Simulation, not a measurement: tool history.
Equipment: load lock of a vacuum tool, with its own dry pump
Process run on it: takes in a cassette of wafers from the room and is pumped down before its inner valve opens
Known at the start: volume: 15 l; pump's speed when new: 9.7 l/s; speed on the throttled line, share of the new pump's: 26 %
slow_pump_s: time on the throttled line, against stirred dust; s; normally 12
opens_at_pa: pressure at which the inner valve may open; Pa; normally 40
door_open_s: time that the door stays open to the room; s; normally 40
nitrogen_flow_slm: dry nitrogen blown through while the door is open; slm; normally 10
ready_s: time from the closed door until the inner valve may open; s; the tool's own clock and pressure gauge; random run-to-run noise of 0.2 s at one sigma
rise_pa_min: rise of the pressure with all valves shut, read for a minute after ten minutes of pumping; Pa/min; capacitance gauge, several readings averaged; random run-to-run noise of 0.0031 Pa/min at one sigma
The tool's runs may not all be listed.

run    hour  slow_pump_s  opens_at_pa  door_open_s  nitrogen_flow_slm  incoming humidity of the room's air, %  ready_s  rise_pa_min
  1       0           12           40           40                 10                                    47.1     20.7        0.097
  2   299.3           12           40           40                 10                                    44.7     21.5        0.107
  3   704.3           12           40           40                 10                                    47.5     21.4        0.131
  4  1193.4           12           40           40                 10                                    46.2     21.3        0.163
  5  1489.8           12           40           65                 10                                    43.5     21.6        0.204
  6  1895.5           12           40           65                 10                                      45     20.9        0.237
  7  2398.5           12           40           65                 10                                      47     21.1        0.293
  8  2776.6           11           40           65                 21                                    48.6       21        0.315
  9  3133.6           11           40           65                 21                                      47       21        0.355
 10  3671.8           18           49           41                  8                                    44.2     25.7        0.434
 11  4082.3           12           40           58                 39                                    47.5     21.8        0.462
 12  4552.6           12           51           40                 10                                    43.1     21.6        0.543
 13  5111.8           12           51           40                 10                                    45.2     21.3        0.644

What if the next run were any one of these 4? Each begins from the tool's condition after run 13:
  A  5632.2           19           51           40                 44                                      43        ?            ?
  B  5632.2           21           66           40                 30                                    41.8        ?            ?
  C  5632.2           12           67           40                 10                                    48.9        ?            ?
  D  5632.2           12           51           40                  4                                    47.7        ?            ?

run  ready_s  rise_pa_min
  A     27.2        0.709
  B     27.7         0.72
  C     21.3        0.746
  D     21.2        0.739
Had the tool no hidden state, the same runs would have come out as:
run  ready_s  rise_pa_min
  A     26.3        0.034
  B     26.9        0.047
  C     20.2        0.075
  D     20.1         0.08
